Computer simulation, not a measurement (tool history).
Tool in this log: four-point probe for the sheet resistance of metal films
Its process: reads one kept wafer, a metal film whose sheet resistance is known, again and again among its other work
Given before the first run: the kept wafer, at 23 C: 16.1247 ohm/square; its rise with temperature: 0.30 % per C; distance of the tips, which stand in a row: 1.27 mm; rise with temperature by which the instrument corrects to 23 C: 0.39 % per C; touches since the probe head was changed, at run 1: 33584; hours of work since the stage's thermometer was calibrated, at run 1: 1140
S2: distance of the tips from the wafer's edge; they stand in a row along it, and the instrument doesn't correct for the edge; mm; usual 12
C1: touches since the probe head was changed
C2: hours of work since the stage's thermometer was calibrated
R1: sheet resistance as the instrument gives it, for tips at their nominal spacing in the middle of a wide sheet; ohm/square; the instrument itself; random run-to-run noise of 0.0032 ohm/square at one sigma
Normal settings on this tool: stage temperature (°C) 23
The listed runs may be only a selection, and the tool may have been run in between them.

run 1 hour=0 | stage_temperature_(°C)=23 S2=12 | C1=33584 C2=1140 | R1=16.183428
run 2 hour=63.4 | stage_temperature_(°C)=23 S2=12 | C1=35952 C2=1170 | R1=16.181415
run 3 hour=95.9 | stage_temperature_(°C)=23 S2=12 | C1=37165 C2=1185 | R1=16.179046
run 4 hour=142.1 | stage_temperature_(°C)=23 S2=6 | C1=38888 C2=1206 | R1=16.465271
run 5 hour=195.2 | stage_temperature_(°C)=23 S2=8 | C1=40870 C2=1230 | R1=16.295029
run 6 hour=251.3 | stage_temperature_(°C)=31 S2=12 | C1=42964 C2=1256 | R1=16.062858
run 7 hour=317.4 | stage_temperature_(°C)=31 S2=12 | C1=45434 C2=1287 | R1=16.067355
run 8 hour=358 | stage_temperature_(°C)=31 S2=12 | C1=46947 C2=1305 | R1=16.058756
run 9 hour=402.1 | stage_temperature_(°C)=31 S2=12 | C1=48592 C2=1326 | R1=16.049909
run 10 hour=437.7 | stage_temperature_(°C)=31 S2=12 | C1=49921 C2=1342 | R1=16.056619
run 11 hour=470.6 | stage_temperature_(°C)=31 S2=12 | C1=51150 C2=1357 | R1=16.053495
run 12 hour=501.9 | stage_temperature_(°C)=21 S2=12 | C1=52320 C2=1372 | R1=16.186636
run 13 hour=554.2 | stage_temperature_(°C)=21 S2=12 | C1=54273 C2=1396 | R1=16.189141
run 14 hour=591 | stage_temperature_(°C)=20 S2=5 | C1=55644 C2=1413 | R1=16.640489
run 15 hour=644.5 | stage_temperature_(°C)=20 S2=5 | C1=57644 C2=1437 | R1=16.636967
run 16 hour=704.7 | stage_temperature_(°C)=20 S2=5 | C1=59889 C2=1465 | R1=16.638723
run 17 hour=761.6 | stage_temperature_(°C)=25 S2=30 | C1=62014 C2=1491 | R1=16.049526
run 18 hour=795.3 | stage_temperature_(°C)=25 S2=30 | C1=63272 C2=1507 | R1=16.044974
run 19 hour=858.1 | stage_temperature_(°C)=22 S2=12 | C1=65617 C2=1536 | R1=16.168767
run 20 hour=893.7 | stage_temperature_(°C)=32 S2=57 | C1=66946 C2=1552 | R1=15.930432
run 21 hour=930.3 | stage_temperature_(°C)=27 S2=30 | C1=68309 C2=1569 | R1=16.009345
run 22 hour=996.5 | stage_temperature_(°C)=27 S2=30 | C1=70782 C2=1599 | R1=16.013181
run 23 hour=1060.5 | stage_temperature_(°C)=28 S2=8 | C1=73171 C2=1629 | R1=16.186619
run 24 hour=1107.7 | stage_temperature_(°C)=28 S2=8 | C1=74933 C2=1651 | R1=16.184132
run 25 hour=1153.9 | stage_temperature_(°C)=24 S2=4 | C1=76657 C2=1672 | R1=16.847519

Measured less the same run without the tool's hidden state. The same run-to-run variation is in both; the gauge's scatter may not be:
Hidden state present: inner tips' distance over the nominal, %; tips' flats over new ones', %; wafer's true temperature over the reading, C; drift of the gauge itself on sheet_ohm, %.
run=1 R1=-0.039162
run=2 R1=-0.04166
run=3 R1=-0.042978
run=4 R1=-0.04549
run=5 R1=-0.047315
run=6 R1=-0.049044
run=7 R1=-0.051697
run=8 R1=-0.05352
run=9 R1=-0.055248
run=10 R1=-0.056869
run=11 R1=-0.058065
run=12 R1=-0.05948
run=13 R1=-0.061767
run=14 R1=-0.064835
run=15 R1=-0.066905
run=16 R1=-0.069235
run=17 R1=-0.069181
run=18 R1=-0.070554
run=19 R1=-0.07345
run=20 R1=-0.074006
run=21 R1=-0.075853
run=22 R1=-0.078506
run=23 R1=-0.081824
run=24 R1=-0.083647
run=25 R1=-0.088675

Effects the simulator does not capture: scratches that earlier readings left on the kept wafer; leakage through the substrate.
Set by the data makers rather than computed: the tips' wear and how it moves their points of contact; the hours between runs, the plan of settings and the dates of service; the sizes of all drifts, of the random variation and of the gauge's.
